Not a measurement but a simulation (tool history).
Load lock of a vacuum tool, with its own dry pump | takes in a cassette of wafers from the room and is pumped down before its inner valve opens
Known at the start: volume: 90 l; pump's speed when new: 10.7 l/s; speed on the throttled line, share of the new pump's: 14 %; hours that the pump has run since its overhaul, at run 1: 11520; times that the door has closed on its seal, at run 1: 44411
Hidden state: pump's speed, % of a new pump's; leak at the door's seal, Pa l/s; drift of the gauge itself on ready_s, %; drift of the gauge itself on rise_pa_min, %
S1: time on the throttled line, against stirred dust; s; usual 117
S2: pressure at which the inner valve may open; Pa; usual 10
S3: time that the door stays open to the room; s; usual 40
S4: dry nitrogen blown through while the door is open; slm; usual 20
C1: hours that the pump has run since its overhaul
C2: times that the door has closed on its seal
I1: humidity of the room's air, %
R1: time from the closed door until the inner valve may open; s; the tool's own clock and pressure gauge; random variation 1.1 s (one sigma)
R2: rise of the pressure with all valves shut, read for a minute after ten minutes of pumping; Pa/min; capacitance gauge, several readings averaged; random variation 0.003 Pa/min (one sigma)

Run 1, hour 0.0: usual settings; C1 11520; C2 44411; I1 41.0. Result: R1 186.0 s, R2 0.226 Pa/min.
Run 2, hour 337.9: usual settings; C1 11858; C2 45952; I1 46.4. Result: R1 182.5 s, R2 0.230 Pa/min.
Run 3, hour 533.3: usual settings; C1 12053; C2 46844; I1 43.7. Result: R1 183.6 s, R2 0.240 Pa/min.
Run 4, hour 809.0: usual settings; C1 12329; C2 48101; I1 45.8. Result: R1 185.1 s, R2 0.250 Pa/min.
Run 5, hour 1128.0: usual settings but S4 23 slm; C1 12648; C2 49557; I1 44.4. Result: R1 186.3 s, R2 0.261 Pa/min.
Run 6, hour 1455.7: usual settings but S4 23 slm; C1 12975; C2 51052; I1 45.4. Result: R1 186.5 s, R2 0.273 Pa/min.
Run 7, hour 1641.4: usual settings; C1 13161; C2 51899; I1 46.1. Result: R1 187.1 s, R2 0.279 Pa/min.
Run 8, hour 1891.3: usual settings; C1 13411; C2 53039; I1 42.5. Result: R1 186.8 s, R2 0.284 Pa/min.
Run 9, hour 2060.1: usual settings; C1 13580; C2 53809; I1 46.4. Result: R1 186.6 s, R2 0.295 Pa/min.
Run 10, hour 2246.7: usual settings; C1 13766; C2 54660; I1 44.0. Result: R1 186.6 s, R2 0.302 Pa/min.
Run 11, hour 2424.8: usual settings but S4 44 slm; C1 13944; C2 55473; I1 45.5. Result: R1 186.8 s, R2 0.299 Pa/min.
Run 12, hour 2746.7: usual settings but S1 67 s; C1 14266; C2 56941; I1 47.6. Result: R1 144.4 s, R2 0.330 Pa/min.
Run 13, hour 3034.3: usual settings but S2 13 Pa; C1 14554; C2 58253; I1 41.5. Result: R1 185.5 s, R2 0.328 Pa/min.
Run 14, hour 3234.5: usual settings; C1 14754; C2 59167; I1 44.7. Result: R1 187.7 s, R2 0.342 Pa/min.
Run 15, hour 3403.5: usual settings; C1 14923; C2 59938; I1 45.4. Result: R1 187.9 s, R2 0.349 Pa/min.
Run 16, hour 3666.4: usual settings; C1 15186; C2 61137; I1 44.0. Result: R1 188.7 s, R2 0.372 Pa/min.
Run 17, hour 3932.3: usual settings but S4 40 slm; C1 15452; C2 62351; I1 45.4. Result: R1 189.1 s, R2 0.362 Pa/min.
Run 18, hour 4274.0: usual settings but S2 15 Pa; C1 15794; C2 63909; I1 43.3. Result: R1 184.0 s, R2 0.390 Pa/min.
Run 19, hour 4595.1: usual settings but S1 97 s, S2 14 Pa, S3 31 s, S4 30 slm; C1 16115; C2 65374; I1 47.1. Result: R1 168.3 s, R2 0.396 Pa/min.
Run 20, hour 4859.4: usual settings but S1 61 s, S2 9 Pa; C1 16379; C2 66580; I1 44.9. Result: R1 143.1 s, R2 0.410 Pa/min.
Run 21, hour 5211.2: usual settings but S1 93 s, S2 14 Pa, S3 79 s; C1 16731; C2 68185; I1 44.6. Result: R1 165.0 s, R2 0.434 Pa/min.
Run 22, hour 5494.3: usual settings but S1 93 s, S2 14 Pa, S3 79 s; C1 17014; C2 69477; I1 45.7. Result: R1 166.4 s, R2 0.461 Pa/min.
Run 23, hour 5779.0: usual settings but S1 93 s, S2 14 Pa, S3 79 s, S4 13 slm; C1 17299; C2 70775; I1 44.4. Result: R1 164.5 s, R2 0.475 Pa/min.
Run 24, hour 6094.8: usual settings but S1 93 s, S2 13 Pa; C1 17615; C2 72216; I1 44.1. Result: R1 166.6 s, R2 0.476 Pa/min.
At hour 6112.6: door's seal changed, seat wiped.
Run 25, hour 6270.5: usual settings but S3 74 s; C1 17789; C2 720; I1 46.3. Result: R1 189.9 s, R2 0.049 Pa/min.
Run 26, hour 6574.7: usual settings but S3 74 s; C1 18093; C2 2108; I1 43.4. Result: R1 188.7 s, R2 0.048 Pa/min.
Run 27, hour 6880.2: usual settings but S1 197 s, S2 9 Pa, S3 106 s; C1 18398; C2 3501; I1 40.7. Result: R1 258.0 s, R2 0.052 Pa/min.
Run 28, hour 7284.6: usual settings but S1 197 s, S3 106 s, S4 12 slm; C1 18803; C2 5346; I1 45.7. Result: R1 259.1 s, R2 0.069 Pa/min.
Run 29, hour 7471.8: usual settings but S4 11 slm; C1 18990; C2 6201; I1 43.1. Result: R1 190.0 s, R2 0.053 Pa/min.
Run 30, hour 7654.5: usual settings but S2 18 Pa; C1 19173; C2 7034; I1 46.4. Result: R1 185.8 s, R2 0.048 Pa/min.
Run 31, hour 7893.1: usual settings but S2 14 Pa, S3 70 s; C1 19411; C2 8123; I1 47.5. Result: R1 186.5 s, R2 0.069 Pa/min.
Run 32, hour 8270.1: usual settings but S3 70 s, S4 5 slm; C1 19788; C2 9842; I1 46.1. Result: R1 190.2 s, R2 0.086 Pa/min.
Run 33, hour 8443.2: usual settings but S3 70 s, S4 5 slm; C1 19961; C2 10632; I1 41.6. Result: R1 192.0 s, R2 0.075 Pa/min.
Run 34, hour 8661.3: usual settings but S1 101 s, S3 28 s, S4 5 slm; C1 20179; C2 11627; I1 44.2. Result: R1 179.1 s, R2 0.067 Pa/min.
Run 35, hour 9041.7: usual settings but S2 18 Pa, S3 93 s, S4 7 slm; C1 20560; C2 13363; I1 45.9. Result: R1 186.0 s, R2 0.107 Pa/min.
Run 36, hour 9423.7: usual settings but S2 18 Pa, S3 93 s, S4 7 slm; C1 20942; C2 15105; I1 47.7. Result: R1 185.9 s, R2 0.109 Pa/min.

5 ways to go on from here, each from the tool as it stands after run 36. What would each give?
Run A, hour 9824.3: usual settings but S1 63 s, S2 19 Pa, S4 14 slm; C1 21342; C2 16933; I1 47.5. Result: R1 ?, R2 ?.
Run B, hour 9824.3: usual settings but S2 18 Pa, S3 106 s, S4 7 slm; C1 21342; C2 16933; I1 45.7. Result: R1 ?, R2 ?.
Run C, hour 9824.3: usual settings but S3 100 s; C1 21342; C2 16933; I1 50.4. Result: R1 ?, R2 ?.
Run D, hour 9824.3: usual settings but S3 122 s, S4 10 slm; C1 21342; C2 16933; I1 39.9. Result: R1 ?, R2 ?.
Run E, hour 9824.3: usual settings but S1 231 s, S2 17 Pa, S3 147 s; C1 21342; C2 16933; I1 40.6. Result: R1 ?, R2 ?.

run     R1     R2
  A  141.6  0.086
  B  185.8  0.119
  C  193.9  0.111
  D  192.4  0.115
  E  280.8  0.108
Without the tool's hidden state the same runs would have given:
run     R1     R2
  A  127.0  0.037
  B  172.8  0.070
  C  179.4  0.060
  D  178.2  0.065
  E  271.1  0.059
